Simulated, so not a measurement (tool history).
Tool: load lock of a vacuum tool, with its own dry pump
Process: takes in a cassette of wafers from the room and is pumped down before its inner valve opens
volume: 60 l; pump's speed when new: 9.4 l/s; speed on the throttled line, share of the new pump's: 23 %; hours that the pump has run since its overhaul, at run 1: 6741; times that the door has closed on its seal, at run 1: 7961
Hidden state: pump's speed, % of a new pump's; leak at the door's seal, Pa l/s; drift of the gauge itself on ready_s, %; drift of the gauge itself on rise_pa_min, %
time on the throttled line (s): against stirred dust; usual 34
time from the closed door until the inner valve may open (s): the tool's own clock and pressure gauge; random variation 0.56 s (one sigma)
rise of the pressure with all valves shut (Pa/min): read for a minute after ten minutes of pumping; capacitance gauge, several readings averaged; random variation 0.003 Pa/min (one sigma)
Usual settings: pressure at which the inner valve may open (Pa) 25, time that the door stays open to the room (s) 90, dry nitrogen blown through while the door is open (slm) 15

run     hour  time on the throttled line (s)  pressure at which the inner valve may open (Pa)  time that the door stays open to the room (s)  dry nitrogen blown through while the door is open (slm)  hours that the pump has run since its overhaul  times that the door has closed on its seal  incoming humidity of the room's air, %  time from the closed door until the inner valve may open (s)  rise of the pressure with all valves shut (Pa/min)
  1        0                              34                                               25                                             90                                                       15                                            6741                                        7961                                    42.2                                                            82                                               0.088
  2    597.2                              34                                               25                                             90                                                       15                                            7338                                       10181                                    46.1                                                          81.6                                               0.112
  3   1132.8                              34                                               25                                             90                                                       15                                            7874                                       12172                                    47.5                                                          82.3                                               0.127
  4   1780.4                              34                                               25                                             90                                                       15                                            8521                                       14579                                    44.8                                                          82.8                                               0.141
  5   2407.2                              34                                               25                                             90                                                       15                                            9148                                       16908                                    46.6                                                          83.1                                               0.167
  6     3102                              34                                               25                                             90                                                       15                                            9843                                       19491                                    40.9                                                          82.2                                               0.192
  7   3545.3                              24                                               25                                             90                                                       15                                           10286                                       21139                                    39.9                                                          75.2                                               0.195
  8   4165.9                              24                                               25                                             90                                                       15                                           10907                                       23446                                    46.2                                                          75.8                                               0.229
  9   4497.5                              66                                               25                                             90                                                       15                                           11238                                       24678                                    43.7                                                         105.8                                               0.234
 10   5111.7                              34                                               25                                             90                                                       15                                           11852                                       26961                                    42.2                                                          84.4                                               0.268
 11   5476.5                              34                                               25                                             90                                                       15                                           12217                                       28317                                    50.6                                                          83.9                                               0.301
 12   6150.4                              34                                               25                                             44                                                        7                                           12891                                       30822                                    46.8                                                          84.1                                               0.306
 13   6674.7                              34                                               25                                             44                                                        7                                           13415                                       32771                                      43                                                          83.9                                               0.332
 14   6959.7                              17                                               42                                             82                                                       15                                           13700                                       33830                                    44.2                                                          68.7                                               0.366
 15   7276.5                              17                                               42                                             82                                                       15                                           14017                                       35008                                    49.7                                                          67.2                                               0.386
 16   7587.9                              17                                               42                                             82                                                       15                                           14329                                       36165                                    45.9                                                          68.5                                               0.406
 17   8243.7                              25                                               42                                             82                                                       15                                           14984                                       38603                                    44.6                                                          74.3                                               0.443
 18   8851.6                              34                                               42                                            114                                                       15                                           15592                                       40862                                    46.2                                                            81                                               0.508
      9417.3  -- dry pump taken out, an overhauled one fitted
 19   9496.9                              34                                               42                                            114                                                       15                                              80                                       43239                                    45.6                                                          76.3                                               0.538
 20  10035.2                              43                                               24                                             53                                                       45                                             618                                       45240                                    45.2                                                          86.9                                               0.546
 21  10560.2                              26                                               24                                             53                                                       45                                            1143                                       47191                                    45.1                                                          73.3                                               0.574
 22  10889.2                              49                                               21                                             46                                                        4                                            1472                                       48414                                    46.1                                                          92.9                                               0.616

Forecast each of these 5 alternatives for the next run:
  A  11558.5                              34                                               20                                            137                                                       24                                            2141                                       50902                                    44.7                                                             ?                                                   ?
  B  11558.5                              48                                               21                                             46                                                        6                                            2141                                       50902                                    43.8                                                             ?                                                   ?
  C  11558.5                              34                                               37                                            157                                                       15                                            2141                                       50902                                    46.8                                                             ?                                                   ?
  D  11558.5                              38                                               39                                             46                                                       16                                            2141                                       50902                                    48.4                                                             ?                                                   ?
  E  11558.5                              21                                               21                                            167                                                       25                                            2141                                       50902                                    44.3                                                             ?                                                   ?

run  time from the closed door until the inner valve may open (s)  rise of the pressure with all valves shut (Pa/min)
  A                                                          81.1                                               0.703
  B                                                          91.7                                               0.663
  C                                                          77.4                                               0.721
  D                                                          80.4                                               0.664
  E                                                          70.9                                               0.701
Without the tool's hidden state the same runs would have given:
run  time from the closed door until the inner valve may open (s)  rise of the pressure with all valves shut (Pa/min)
  A                                                          80.8                                               0.058
  B                                                          91.4                                               0.028
  C                                                          77.1                                               0.075
  D                                                          80.2                                               0.026
  E                                                          70.6                                               0.062
